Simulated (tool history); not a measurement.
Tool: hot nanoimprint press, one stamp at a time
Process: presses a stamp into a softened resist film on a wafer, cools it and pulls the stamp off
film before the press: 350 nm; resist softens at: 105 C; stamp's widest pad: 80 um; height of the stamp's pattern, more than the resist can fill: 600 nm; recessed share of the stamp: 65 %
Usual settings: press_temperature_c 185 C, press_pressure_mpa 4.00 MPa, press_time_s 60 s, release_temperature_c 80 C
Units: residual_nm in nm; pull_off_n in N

run 1 day=0.000 | press_temperature_c=185 press_pressure_mpa=4.00 press_time_s=60 release_temperature_c=80 | residual_nm=140.2 pull_off_n=114
run 2 day=0.921 | press_temperature_c=185 press_pressure_mpa=4.00 press_time_s=60 release_temperature_c=80 | residual_nm=139.1 pull_off_n=112
run 3 day=1.383 | press_temperature_c=185 press_pressure_mpa=4.00 press_time_s=60 release_temperature_c=80 | residual_nm=141.0 pull_off_n=112
run 4 day=2.208 | press_temperature_c=185 press_pressure_mpa=3.63 press_time_s=60 release_temperature_c=80 | residual_nm=149.2 pull_off_n=112
run 5 day=2.971 | press_temperature_c=185 press_pressure_mpa=3.63 press_time_s=60 release_temperature_c=80 | residual_nm=148.0 pull_off_n=116
run 6 day=3.408 | press_temperature_c=185 press_pressure_mpa=3.63 press_time_s=60 release_temperature_c=80 | residual_nm=149.2 pull_off_n=115
run 7 day=4.296 | press_temperature_c=185 press_pressure_mpa=4.00 press_time_s=60 release_temperature_c=80 | residual_nm=139.0 pull_off_n=116
-- day=5.192 plate thermocouple calibrated
run 8 day=5.200 | press_temperature_c=185 press_pressure_mpa=4.00 press_time_s=60 release_temperature_c=80 | residual_nm=143.8 pull_off_n=115
run 9 day=6.088 | press_temperature_c=185 press_pressure_mpa=3.69 press_time_s=60 release_temperature_c=80 | residual_nm=151.0 pull_off_n=116
run 10 day=6.529 | press_temperature_c=177 press_pressure_mpa=4.00 press_time_s=60 release_temperature_c=80 | residual_nm=175.7 pull_off_n=123
run 11 day=7.112 | press_temperature_c=189 press_pressure_mpa=4.54 press_time_s=74 release_temperature_c=80 | residual_nm=111.0 pull_off_n=117
run 12 day=8.021 | press_temperature_c=189 press_pressure_mpa=4.54 press_time_s=74 release_temperature_c=80 | residual_nm=109.8 pull_off_n=127
run 13 day=8.992 | press_temperature_c=174 press_pressure_mpa=5.76 press_time_s=60 release_temperature_c=80 | residual_nm=160.9 pull_off_n=118

Forecast each of these 5 alternatives for the next run:
run A day=9.438 | press_temperature_c=185 press_pressure_mpa=2.54 press_time_s=60 release_temperature_c=80 | residual_nm=? pull_off_n=?
run B day=9.438 | press_temperature_c=185 press_pressure_mpa=4.00 press_time_s=60 release_temperature_c=81 | residual_nm=? pull_off_n=?
run C day=9.438 | press_temperature_c=185 press_pressure_mpa=4.00 press_time_s=63 release_temperature_c=80 | residual_nm=? pull_off_n=?
run D day=9.438 | press_temperature_c=185 press_pressure_mpa=4.07 press_time_s=60 release_temperature_c=80 | residual_nm=? pull_off_n=?
run E day=9.438 | press_temperature_c=175 press_pressure_mpa=3.91 press_time_s=56 release_temperature_c=80 | residual_nm=? pull_off_n=?

run=A residual_nm=180.9 pull_off_n=121
run=B residual_nm=144.9 pull_off_n=118
run=C residual_nm=141.1 pull_off_n=123
run=D residual_nm=141.5 pull_off_n=123
run=E residual_nm=194.4 pull_off_n=125
Without the tool's hidden state the same runs would have given:
run=A residual_nm=174.1 pull_off_n=101
run=B residual_nm=138.1 pull_off_n=99
run=C residual_nm=134.5 pull_off_n=103
run=D residual_nm=134.8 pull_off_n=103
run=E residual_nm=185.6 pull_off_n=105
